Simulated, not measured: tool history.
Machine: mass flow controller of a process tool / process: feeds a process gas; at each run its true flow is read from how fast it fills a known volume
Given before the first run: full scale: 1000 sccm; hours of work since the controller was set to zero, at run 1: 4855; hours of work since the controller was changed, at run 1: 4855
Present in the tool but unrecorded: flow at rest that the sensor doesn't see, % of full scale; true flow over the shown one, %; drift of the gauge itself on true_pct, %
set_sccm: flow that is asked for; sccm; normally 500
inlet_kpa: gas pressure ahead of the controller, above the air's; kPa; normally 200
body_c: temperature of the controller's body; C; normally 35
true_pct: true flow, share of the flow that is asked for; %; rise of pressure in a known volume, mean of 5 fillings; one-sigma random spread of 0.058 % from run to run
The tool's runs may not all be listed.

run,hour,set_sccm,inlet_kpa,body_c,hours of work since the controller was set to zero,hours of work since the controller was changed,true_pct
1,0.0,500,200,35,4855,4855,98.36
2,66.5,500,200,35,4888,4888,98.29
3,108.9,500,200,35,4910,4910,98.37
4,204.4,500,200,35,4958,4958,98.23
5,290.8,500,200,35,5001,5001,98.33
6,391.3,500,200,29,5052,5052,98.84
7,438.4,500,200,35,5075,5075,98.38
8,497.9,500,200,30,5105,5105,98.74
9,555.9,500,200,33,5135,5135,98.36
10,615.4,500,234,33,5165,5165,98.29
11,699.9,500,234,36,5207,5207,98.11
12,773.3,500,234,38,5244,5244,97.96
13,846.2,500,234,38,5281,5281,97.86
14,893.0,500,234,38,5304,5304,97.92
15,946.0,500,232,38,5331,5331,97.78
16,1007.5,500,232,38,5362,5362,97.86
17,1060.8,500,175,35,5389,5389,98.45
18,1107.9,500,175,35,5412,5412,98.31
19,1176.0,500,205,35,5447,5447,98.29
20,1245.4,500,205,35,5482,5482,98.27
21,1333.4,500,205,35,5526,5526,98.30
22,1429.0,500,205,35,5574,5574,98.26
# hour 1433.8: controller's zero set anew
23,1514.3,500,205,35,40,5617,97.55
# hour 1615.8: controller's zero set anew, once more
24,1618.8,500,200,35,1,5669,100.41
25,1670.1,112,166,23,27,5695,100.70
# hour 1762.0: controller exchanged for a calibrated one
26,1772.8,131,210,35,5,5,97.21
27,1849.5,329,164,30,44,44,98.33
28,1902.1,312,236,35,70,70,97.57
29,1963.0,500,200,23,101,101,99.26
30,2022.3,108,165,27,131,131,97.71
31,2097.3,844,181,24,169,169,99.84
32,2151.9,844,181,24,196,196,99.89
33,2214.4,844,181,24,228,228,99.78
34,2297.3,844,280,35,269,269,98.69
35,2385.9,621,167,39,314,314,98.24
36,2431.8,621,144,25,337,337,99.46
37,2503.4,500,166,36,373,373,98.18
38,2551.3,116,266,35,397,397,96.47
39,2624.5,341,177,35,434,434,97.82
40,2672.7,500,200,34,458,458,98.20
41,2755.2,500,200,34,500,500,98.18
42,2840.5,133,166,25,543,543,97.69
43,2890.7,325,236,29,568,568,98.22
44,2984.5,142,249,21,615,615,97.80
45,3041.6,142,249,21,644,644,97.75
46,3103.0,142,249,21,675,675,97.69
47,3172.0,392,249,21,710,710,98.98
48,3250.5,396,147,27,749,749,98.76

Results per run with the tool's hidden condition removed, run-to-run variation unchanged:
run,true_pct
1,98.32
2,98.24
3,98.33
4,98.18
5,98.28
6,98.79
7,98.33
8,98.69
9,98.31
10,98.24
11,98.06
12,97.90
13,97.80
14,97.86
15,97.72
16,97.80
17,98.39
18,98.24
19,98.22
20,98.20
21,98.23
22,98.19
23,98.27
24,98.24
25,98.65
26,97.56
27,98.46
28,97.72
29,99.33
30,98.29
31,99.84
32,99.89
33,99.77
34,98.68
35,98.26
36,99.48
37,98.24
38,97.33
39,98.00
40,98.26
41,98.24
42,98.56
43,98.44
44,98.67
45,98.64
46,98.61
47,99.13
48,98.91
